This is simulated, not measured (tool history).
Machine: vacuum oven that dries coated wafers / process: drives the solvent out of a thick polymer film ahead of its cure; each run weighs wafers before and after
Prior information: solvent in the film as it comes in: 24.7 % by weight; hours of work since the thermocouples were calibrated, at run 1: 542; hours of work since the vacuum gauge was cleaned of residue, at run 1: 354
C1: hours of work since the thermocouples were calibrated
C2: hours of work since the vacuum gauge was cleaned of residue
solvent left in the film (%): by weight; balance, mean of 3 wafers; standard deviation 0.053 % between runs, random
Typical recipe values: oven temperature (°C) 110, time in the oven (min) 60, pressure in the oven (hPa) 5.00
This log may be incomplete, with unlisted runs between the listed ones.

{"run": 1, "day": 0.0, "oven temperature (°C)": 110, "time in the oven (min)": 60, "pressure in the oven (hPa)": 5.0, "C1": 542, "C2": 354, "solvent left in the film (%)": 2.28}
{"run": 2, "day": 0.771, "oven temperature (°C)": 110, "time in the oven (min)": 60, "pressure in the oven (hPa)": 5.0, "C1": 551, "C2": 363, "solvent left in the film (%)": 2.29}
{"run": 3, "day": 1.5, "oven temperature (°C)": 110, "time in the oven (min)": 60, "pressure in the oven (hPa)": 5.0, "C1": 559, "C2": 371, "solvent left in the film (%)": 2.23}
{"run": 4, "day": 2.8, "oven temperature (°C)": 110, "time in the oven (min)": 90, "pressure in the oven (hPa)": 5.0, "C1": 575, "C2": 386, "solvent left in the film (%)": 1.03}
{"run": 5, "day": 3.708, "oven temperature (°C)": 110, "time in the oven (min)": 90, "pressure in the oven (hPa)": 5.0, "C1": 585, "C2": 397, "solvent left in the film (%)": 0.92}
{"run": 6, "day": 4.742, "oven temperature (°C)": 110, "time in the oven (min)": 90, "pressure in the oven (hPa)": 5.0, "C1": 597, "C2": 409, "solvent left in the film (%)": 0.9}
{"day": 4.933, "done": "vacuum gauge cleaned of residue and calibrated"}
{"run": 7, "day": 6.179, "oven temperature (°C)": 110, "time in the oven (min)": 90, "pressure in the oven (hPa)": 8.83, "C1": 613, "C2": 14, "solvent left in the film (%)": 1.24}
{"run": 8, "day": 7.492, "oven temperature (°C)": 110, "time in the oven (min)": 90, "pressure in the oven (hPa)": 8.83, "C1": 628, "C2": 30, "solvent left in the film (%)": 1.33}
{"run": 9, "day": 8.733, "oven temperature (°C)": 110, "time in the oven (min)": 65, "pressure in the oven (hPa)": 8.83, "C1": 643, "C2": 44, "solvent left in the film (%)": 2.34}

Estimate the outcome of run 10 from the log above:
{"run": 10, "day": 9.317, "oven temperature (°C)": 109, "time in the oven (min)": 33, "pressure in the oven (hPa)": 4.95, "C1": 649, "C2": 51, "solvent left in the film (%)": "?"}

solvent left in the film (%): 6.22
With no hidden state in the tool, this same run would have given solvent left in the film (%) 5.53.
